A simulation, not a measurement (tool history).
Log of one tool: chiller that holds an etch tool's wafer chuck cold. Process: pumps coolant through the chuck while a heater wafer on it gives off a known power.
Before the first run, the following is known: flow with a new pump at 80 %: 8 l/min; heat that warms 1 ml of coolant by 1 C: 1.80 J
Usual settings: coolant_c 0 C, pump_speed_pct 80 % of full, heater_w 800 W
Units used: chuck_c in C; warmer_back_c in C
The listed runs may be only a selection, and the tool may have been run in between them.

run	hour	coolant_c	pump_speed_pct	heater_w	chuck_c	warmer_back_c
1	0	0	80	800	6.52	3.32
2	114.8	0	80	800	6.49	3.33
3	222.3	0	80	800	6.41	3.37
4	326	0	80	800	6.51	3.35
5	430.5	0	80	800	6.46	3.4
6	540.2	0	80	800	6.5	3.33
7	626.6	0	80	800	6.51	3.31
8	726.6	0	80	800	6.56	3.38
9	806.9	0	68	800	7.22	3.93
10	892.1	0	80	800	6.54	3.32
11	956.6	0	80	800	6.65	3.35
12	1043.8	-5	80	800	1.68	3.34
13	1154.8	0	64	800	7.63	4.11
14	1230.6	0	64	800	7.65	4.17
15	1286.2	0	80	800	6.59	3.39
16	1376.3	0	80	1097	9.05	4.57
17	1461.6	-3	71	674	3.05	3.21
18	1532.8	-8	80	925	-0.34	3.88
19	1592.4	0	80	450	4.02	1.89

Run 20, settings as shown, results not yet in. Your forecast:
20	1703.2	0	80	450	?	?

{"run 20": {"chuck_c": 4.01, "warmer_back_c": 1.97}}
With no hidden state in the tool, this same run would have given chuck_c 3.74 C, warmer_back_c 1.97 C.
